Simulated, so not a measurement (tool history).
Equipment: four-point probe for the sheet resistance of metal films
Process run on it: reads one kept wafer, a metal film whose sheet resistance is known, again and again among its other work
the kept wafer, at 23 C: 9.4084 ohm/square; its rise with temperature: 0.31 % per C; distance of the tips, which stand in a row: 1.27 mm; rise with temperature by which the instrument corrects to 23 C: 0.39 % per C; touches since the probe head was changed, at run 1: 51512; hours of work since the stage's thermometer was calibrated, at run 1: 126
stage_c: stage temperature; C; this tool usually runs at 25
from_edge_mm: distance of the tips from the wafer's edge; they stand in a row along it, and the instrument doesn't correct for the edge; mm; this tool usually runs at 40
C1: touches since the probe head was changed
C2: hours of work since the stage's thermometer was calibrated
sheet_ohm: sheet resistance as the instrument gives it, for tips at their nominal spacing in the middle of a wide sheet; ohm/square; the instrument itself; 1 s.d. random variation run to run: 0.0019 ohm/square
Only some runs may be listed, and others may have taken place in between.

{"run": 1, "hour": 0.0, "stage_c": 25, "from_edge_mm": 40, "C1": 51512, "C2": 126, "sheet_ohm": 9.388069}
{"run": 2, "hour": 10.7, "stage_c": 18, "from_edge_mm": 40, "C1": 51747, "C2": 131, "sheet_ohm": 9.439968}
{"run": 3, "hour": 29.8, "stage_c": 25, "from_edge_mm": 6, "C1": 52164, "C2": 142, "sheet_ohm": 9.6046}
{"run": 4, "hour": 47.4, "stage_c": 25, "from_edge_mm": 40, "C1": 52550, "C2": 151, "sheet_ohm": 9.383115}
{"run": 5, "hour": 70.3, "stage_c": 25, "from_edge_mm": 34, "C1": 53050, "C2": 163, "sheet_ohm": 9.38774}
{"hour": 72.5, "done": "stage's thermometer calibrated"}
{"run": 6, "hour": 92.4, "stage_c": 30, "from_edge_mm": 40, "C1": 53523, "C2": 11, "sheet_ohm": 9.351283}
{"run": 7, "hour": 110.0, "stage_c": 30, "from_edge_mm": 40, "C1": 53907, "C2": 20, "sheet_ohm": 9.352606}
{"run": 8, "hour": 122.8, "stage_c": 30, "from_edge_mm": 40, "C1": 54187, "C2": 27, "sheet_ohm": 9.351992}
{"run": 9, "hour": 135.6, "stage_c": 30, "from_edge_mm": 40, "C1": 54467, "C2": 33, "sheet_ohm": 9.348834}
{"hour": 141.9, "done": "stage's thermometer calibrated, once more"}
{"run": 10, "hour": 153.9, "stage_c": 25, "from_edge_mm": 24, "C1": 54857, "C2": 6, "sheet_ohm": 9.389043}
{"run": 11, "hour": 172.6, "stage_c": 25, "from_edge_mm": 24, "C1": 55267, "C2": 16, "sheet_ohm": 9.392912}
{"run": 12, "hour": 185.7, "stage_c": 31, "from_edge_mm": 4, "C1": 55552, "C2": 23, "sheet_ohm": 9.816068}
{"run": 13, "hour": 204.8, "stage_c": 34, "from_edge_mm": 35, "C1": 55970, "C2": 33, "sheet_ohm": 9.320713}
{"run": 14, "hour": 223.4, "stage_c": 34, "from_edge_mm": 35, "C1": 56378, "C2": 43, "sheet_ohm": 9.320125}
{"run": 15, "hour": 238.6, "stage_c": 27, "from_edge_mm": 6, "C1": 56711, "C2": 51, "sheet_ohm": 9.582239}
{"run": 16, "hour": 258.7, "stage_c": 27, "from_edge_mm": 6, "C1": 57149, "C2": 62, "sheet_ohm": 9.581188}

Measured result minus the same run's result without the hidden state. Both carry the same run-to-run variation, though not necessarily the same gauge scatter:
Hidden state present: inner tips' distance over the nominal, %; tips' flats over new ones', %; wafer's true temperature over the reading, C; drift of the gauge itself on sheet_ohm, %.
run=1 sheet_ohm=-0.012004
run=2 sheet_ohm=-0.01222
run=3 sheet_ohm=-0.012732
run=4 sheet_ohm=-0.012741
run=5 sheet_ohm=-0.013133
run=6 sheet_ohm=-0.012967
run=7 sheet_ohm=-0.013229
run=8 sheet_ohm=-0.013406
run=9 sheet_ohm=-0.013597
run=10 sheet_ohm=-0.016521
run=11 sheet_ohm=-0.016823
run=12 sheet_ohm=-0.01769
run=13 sheet_ohm=-0.017142
run=14 sheet_ohm=-0.0174
run=15 sheet_ohm=-0.018072
run=16 sheet_ohm=-0.018372
